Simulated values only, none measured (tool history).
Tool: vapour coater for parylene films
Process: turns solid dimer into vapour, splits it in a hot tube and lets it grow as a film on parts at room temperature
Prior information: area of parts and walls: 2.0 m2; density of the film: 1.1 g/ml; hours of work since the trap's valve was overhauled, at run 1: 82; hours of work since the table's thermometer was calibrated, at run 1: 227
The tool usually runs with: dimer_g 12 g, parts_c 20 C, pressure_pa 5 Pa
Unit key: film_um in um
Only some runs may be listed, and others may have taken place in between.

run,day,dimer_g,parts_c,pressure_pa,hours of work since the trap's valve was overhauled,hours of work since the table's thermometer was calibrated,film_um
1,0,12,20,5,82,227,2.57
2,0.638,12,20,5,91,236,2.55
3,1.292,12,20,7.99,100,245,2.47
4,1.679,12,20,7.99,105,250,2.49
5,1.992,12,20,5,109,255,2.54
6,2.438,12,20,5,116,261,2.54
7,3.067,12,20,5,124,269,2.54
8,3.346,12,15,5,128,273,3.21
9,3.8,12,15,5,135,280,3.16
10,4.117,12,20,5,139,284,2.54
11,4.533,12,23,5,145,290,2.21
12,5.133,12,23,5,153,298,2.17
13,5.662,12,23,5,160,305,2.17
14,6.154,12,23,5,167,312,2.16
15,6.533,19,20,5,172,317,3.94
16,7.167,20,20,5,181,326,4.22
17,7.775,20,20,5,190,335,4.15
18,8.188,20,20,5,195,340,4.15
19,8.633,20,20,5,201,347,4.18
20,8.938,15,20,5,206,351,3.11
21,9.325,15,20,5,211,356,3.14
22,9.725,15,20,5,217,362,3.06
23,10.283,12,20,5,224,369,2.42
24,10.904,12,20,5,233,378,2.48
25,11.546,12,20,5,242,387,2.43
26,11.862,5,18,5,246,391,1.14
27,12.258,5,18,5,252,397,1.11
28,12.917,5,18,5,261,406,1.11
29,13.504,8,20,8.16,269,414,1.56
30,14.108,9,13,5,277,422,2.48
31,14.779,9,19,3.08,286,432,1.99
32,15.246,9,12,2.95,293,438,2.65
33,15.783,9,12,2.95,300,446,2.66
34,16.446,19,20,5,310,455,3.82
35,17.088,19,15,10.16,318,464,4.56
36,17.562,19,15,10.16,325,470,4.51
37,18.088,6,20,6.57,332,477,1.16
38,18.65,6,20,6.57,340,485,1.15
39,19.125,12,28,9.34,347,492,1.6
40,19.667,12,28,9.34,354,499,1.6
41,20.008,8,22,9.34,359,504,1.36
42,20.633,15,13,5.73,368,513,4.01
43,21.271,15,26,8.77,376,521,2.17
44,21.588,15,26,8.77,381,526,2.16
45,22.129,15,26,8.77,388,533,2.2
46,22.458,15,26,8.77,393,538,2.2
47,23.062,12,20,6.28,401,546,2.31

Alternative continuations, all from the tool just after run 47; predict every row:
A,23.667,12,15,6.28,409,555,?
B,23.667,10,31,2.56,409,555,?
C,23.667,6,20,8.26,409,555,?

run,film_um
A,2.84
B,1.22
C,1.12
Take away the tool's hidden state, keep each run's random variation, and the runs would have read:
run,film_um
A,3.2
B,1.37
C,1.26
